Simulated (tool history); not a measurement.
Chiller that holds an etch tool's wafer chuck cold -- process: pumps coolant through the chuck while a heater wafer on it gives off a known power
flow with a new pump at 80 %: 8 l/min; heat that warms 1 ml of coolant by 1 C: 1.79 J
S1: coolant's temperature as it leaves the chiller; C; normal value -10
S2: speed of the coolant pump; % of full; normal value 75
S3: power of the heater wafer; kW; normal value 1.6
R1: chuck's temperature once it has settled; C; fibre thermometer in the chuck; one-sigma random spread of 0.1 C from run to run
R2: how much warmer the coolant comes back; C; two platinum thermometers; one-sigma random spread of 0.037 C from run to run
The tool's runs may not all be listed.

Run 1, hour 0: usual settings. Result: R1 4 C, R2 7.21 C.
Run 2, hour 86.5: usual settings. Result: R1 4 C, R2 7.14 C.
Run 3, hour 182.4: usual settings. Result: R1 4.1 C, R2 7.11 C.
Run 4, hour 245: usual settings but S1 -11 C. Result: R1 3.1 C, R2 7.2 C.
Run 5, hour 355.3: usual settings but S1 -11 C. Result: R1 3 C, R2 7.16 C.
Run 6, hour 427.9: usual settings but S3 1.725 kW. Result: R1 5.1 C, R2 7.78 C.
Run 7, hour 521.4: usual settings but S3 1.725 kW. Result: R1 5.1 C, R2 7.85 C.
Run 8, hour 631: usual settings but S2 87 % of full, S3 1.725 kW. Result: R1 3.6 C, R2 6.76 C.
Run 9, hour 741.9: usual settings but S2 63 % of full, S3 1.725 kW. Result: R1 7 C, R2 9.31 C.
Run 10, hour 857.2: usual settings but S2 63 % of full, S3 1.725 kW. Result: R1 7.1 C, R2 9.34 C.
Run 11, hour 913.7: usual settings. Result: R1 3.9 C, R2 7.3 C.
Run 12, hour 1006.5: usual settings. Result: R1 4 C, R2 7.21 C.
Run 13, hour 1064.6: usual settings but S1 -13 C. Result: R1 0.9 C, R2 7.35 C.
Run 14, hour 1140: usual settings but S1 -13 C. Result: R1 1 C, R2 7.34 C.
Run 15, hour 1213.6: usual settings but S1 -12 C, S2 70 % of full, S3 1.284 kW. Result: R1 -0.3 C, R2 6.38 C.
Run 16, hour 1302.2: usual settings but S1 -15 C, S2 70 % of full, S3 0.892 kW. Result: R1 -6.8 C, R2 4.48 C.
At hour 1307.4: gauge calibrated.
Run 17, hour 1362.7: usual settings but S1 -15 C, S2 70 % of full, S3 0.892 kW. Result: R1 -6.9 C, R2 4.29 C.
Run 18, hour 1450.5: usual settings but S3 1.231 kW. Result: R1 0.7 C, R2 5.51 C.
Run 19, hour 1556.9: usual settings but S1 -18 C, S2 100 % of full, S3 1.231 kW. Result: R1 -9 C, R2 4.11 C.
Run 20, hour 1617.9: usual settings but S1 -19 C, S2 90 % of full, S3 1.897 kW. Result: R1 -4.4 C, R2 7.06 C.

For run 21, what comes out?
Run 21, hour 1720.7: usual settings but S1 -19 C, S2 90 % of full, S3 1.897 kW. Result: R1 ?, R2 ?.

R1: -4.4 C
R2: 7.16 C
Minus the tool's unlogged condition, the same run would have read R1 -4.4 C, R2 7.09 C.
